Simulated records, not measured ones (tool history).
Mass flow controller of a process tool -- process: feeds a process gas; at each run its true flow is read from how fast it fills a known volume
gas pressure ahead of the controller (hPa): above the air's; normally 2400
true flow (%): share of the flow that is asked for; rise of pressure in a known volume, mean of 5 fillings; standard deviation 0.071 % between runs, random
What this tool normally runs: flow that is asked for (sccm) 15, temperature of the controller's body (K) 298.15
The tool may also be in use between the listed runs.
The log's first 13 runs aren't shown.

run      day  flow that is asked for (sccm)  gas pressure ahead of the controller (hPa)  temperature of the controller's body (K)  true flow (%)
 14   60.583                             15                                        2210                                    298.15         100.36
 15   66.412                             15                                        2210                                    298.15         100.22
 16   70.588                             38                                        2400                                    298.15         100.34
 17   76.642                              7                                        2400                                    298.15         100.84
 18   81.888                             15                                        2400                                    308.15         100.20
 19   88.038                             15                                        1790                                    298.15         100.53
 20   93.483                              8                                        2400                                    300.15         100.81
 21   97.575                              6                                        2430                                    300.15         101.13
 22  101.171                              6                                        2430                                    300.15         101.15
 23  104.642                             11                                        2400                                    298.15         100.70
 24  111.021                              9                                        2400                                    299.15         100.93
 25  113.804                             22                                        2370                                    309.15         100.17
 26  117.300                             10                                        1440                                    298.15         101.15
 27  123.471                             10                                        1440                                    298.15         101.17
 28  127.242                             13                                        2710                                    309.15         100.28
 29  131.542                             13                                        2510                                    309.15         100.73
 30  134.800                             32                                        2400                                    298.15         100.58
 31  140.321                             40                                        2710                                    305.15         100.31
 32  145.200                              8                                        1470                                    306.15         101.48

The next listed run, before its measurement:
 33  149.958                              8                                        1980                                    295.15              ?

{"run 33": {"true flow (%)": 101.69}}
Take away the tool's hidden state, keep the run-to-run variation as it was, and the same run would have given true flow (%) 99.74.
